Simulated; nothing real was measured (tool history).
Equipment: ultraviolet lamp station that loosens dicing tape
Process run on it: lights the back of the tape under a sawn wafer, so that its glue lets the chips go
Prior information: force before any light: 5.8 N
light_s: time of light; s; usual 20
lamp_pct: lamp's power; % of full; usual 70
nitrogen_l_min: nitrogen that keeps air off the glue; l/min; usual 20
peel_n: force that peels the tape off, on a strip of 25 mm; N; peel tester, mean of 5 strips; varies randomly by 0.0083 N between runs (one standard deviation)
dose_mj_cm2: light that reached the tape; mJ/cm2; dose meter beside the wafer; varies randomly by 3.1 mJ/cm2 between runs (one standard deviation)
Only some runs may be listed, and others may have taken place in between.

| run | day | light_s | lamp_pct | nitrogen_l_min | peel_n | dose_mj_cm2 |
|---|---|---|---|---|---|---|
| 1 | 0 | 20 | 70 | 20 | 0.486 | 385 |
| 2 | 0.683 | 15 | 70 | 20 | 0.815 | 284 |
| 3 | 1.221 | 15 | 70 | 20 | 0.818 | 289 |
| 4 | 1.892 | 15 | 70 | 20 | 0.868 | 288 |
| 5 | 2.529 | 15 | 70 | 20 | 0.841 | 283 |
| 6 | 2.85 | 20 | 70 | 8 | 1.028 | 371 |
| 7 | 3.292 | 20 | 70 | 8 | 1.035 | 364 |
| 8 | 3.679 | 23 | 70 | 20 | 0.381 | 427 |
| 9 | 4.112 | 23 | 70 | 20 | 0.397 | 421 |
| 10 | 4.667 | 23 | 70 | 20 | 0.41 | 423 |
| 11 | 5.233 | 23 | 70 | 20 | 0.433 | 413 |
| 12 | 5.608 | 23 | 70 | 20 | 0.406 | 419 |
| 13 | 5.946 | 23 | 70 | 20 | 0.398 | 411 |
| 14 | 6.438 | 23 | 70 | 20 | 0.454 | 411 |
| 15 | 6.979 | 23 | 70 | 20 | 0.441 | 405 |
| 16 | 7.45 | 23 | 70 | 20 | 0.418 | 403 |
| 17 | 8.046 | 23 | 70 | 20 | 0.461 | 404 |
| 18 | 8.562 | 23 | 70 | 20 | 0.455 | 398 |
| 19 | 9.175 | 23 | 70 | 20 | 0.445 | 399 |
| 20 | 9.875 | 23 | 70 | 20 | 0.463 | 389 |
| 21 | 10.317 | 20 | 86 | 20 | 0.414 | 417 |
| 22 | 10.65 | 20 | 62 | 20 | 0.753 | 297 |
| 23 | 11.254 | 20 | 93 | 20 | 0.343 | 447 |
| 24 | 11.862 | 18 | 100 | 20 | 0.371 | 425 |
| 25 | 12.558 | 18 | 69 | 20 | 0.824 | 294 |
| 26 | 13.079 | 11 | 96 | 13 | 1.439 | 247 |
| 27 | 13.475 | 11 | 96 | 13 | 1.356 | 251 |
| 28 | 14.125 | 12 | 96 | 29 | 0.733 | 262 |
| 29 | 14.696 | 20 | 94 | 8 | 0.783 | 427 |
| 30 | 15.329 | 19 | 88 | 7 | 1.158 | 383 |
| 31 | 16.021 | 20 | 72 | 29 | 0.502 | 315 |

Run 32 has not been measured yet. What should we expect?
| 32 | 16.571 | 20 | 72 | 29 | ? | ? |

{"run 32": {"peel_n": 0.551, "dose_mj_cm2": 316}}
With no hidden state in the tool, this same run would have given peel_n 0.264 N, dose_mj_cm2 472 mJ/cm2.

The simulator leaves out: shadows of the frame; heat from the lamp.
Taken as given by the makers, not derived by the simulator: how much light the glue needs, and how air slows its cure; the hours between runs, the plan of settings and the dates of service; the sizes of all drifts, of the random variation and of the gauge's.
